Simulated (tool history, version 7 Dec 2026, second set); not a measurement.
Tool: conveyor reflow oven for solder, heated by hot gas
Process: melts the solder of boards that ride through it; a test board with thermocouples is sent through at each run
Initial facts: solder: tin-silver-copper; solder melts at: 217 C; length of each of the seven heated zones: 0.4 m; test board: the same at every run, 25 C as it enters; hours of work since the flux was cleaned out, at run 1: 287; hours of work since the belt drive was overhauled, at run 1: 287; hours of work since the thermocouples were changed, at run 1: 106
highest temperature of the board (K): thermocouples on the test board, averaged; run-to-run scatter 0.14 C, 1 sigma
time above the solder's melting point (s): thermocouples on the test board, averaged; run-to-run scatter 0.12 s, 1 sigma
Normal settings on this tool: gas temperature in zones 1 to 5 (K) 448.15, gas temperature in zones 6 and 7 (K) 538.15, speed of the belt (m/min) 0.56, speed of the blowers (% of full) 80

run,day,gas temperature in zones 1 to 5 (K),gas temperature in zones 6 and 7 (K),speed of the belt (m/min),speed of the blowers (% of full),hours of work since the flux was cleaned out,hours of work since the belt drive was overhauled,hours of work since the thermocouples were changed,highest temperature of the board (K),time above the solder's melting point (s)
1,0,448.15,538.15,0.56,80,287,287,106,522.95,62.9
2,0.346,448.15,538.15,0.56,80,293,293,112,522.75,63
3,0.671,448.15,538.15,0.56,80,299,299,117,522.85,62.8
4,1.021,448.15,538.15,0.56,80,305,305,123,522.75,62.9
5,1.238,448.15,538.15,0.56,80,309,309,127,522.55,62.7
6,1.45,448.15,538.15,0.56,80,312,312,131,522.55,62.6
# day 1.642: belt drive overhauled, speed set with a stopwatch
7,2,448.15,538.15,0.56,80,319,6,137,522.95,63
8,2.258,448.15,538.15,0.56,80,324,11,142,522.75,63
9,2.596,448.15,538.15,0.551,59,329,17,148,520.15,60.7
10,2.871,437.15,538.15,0.56,80,334,21,152,520.65,57
# day 3.104: belt drive overhauled, speed set with a stopwatch, once more
11,3.233,437.15,538.15,0.56,52,338,2,156,515.55,49.1
12,3.529,441.15,538.15,0.56,65,343,7,161,518.65,54.9
13,3.783,436.15,539.15,0.552,86,347,12,165,522.05,58.2
14,4.154,438.15,539.15,0.467,54,354,18,172,523.25,71.4
15,4.467,438.15,548.15,0.467,58,359,24,177,532.05,79.4
16,4.829,438.15,548.15,0.491,58,365,30,183,530.25,73.7

Consider 4 possible next runs. They are alternatives, not a sequence: every one starts from the tool as it was left by run 16. What does each give?
A,5.008,448.15,527.15,0.647,71,368,33,187,?,?
B,5.008,448.15,551.15,0.56,80,368,33,187,?,?
C,5.008,441.15,538.15,0.513,83,368,33,187,?,?
D,5.008,438.15,548.15,0.618,58,368,33,187,?,?

run,highest temperature of the board (K),time above the solder's melting point (s)
A,506.85,36
B,533.45,70.1
C,523.85,67.2
D,520.95,49.1
Had the tool no hidden state, the same runs would have come out as:
run,highest temperature of the board (K),time above the solder's melting point (s)
A,508.25,38.4
B,534.85,71.2
C,525.05,68.7
D,522.55,50.7
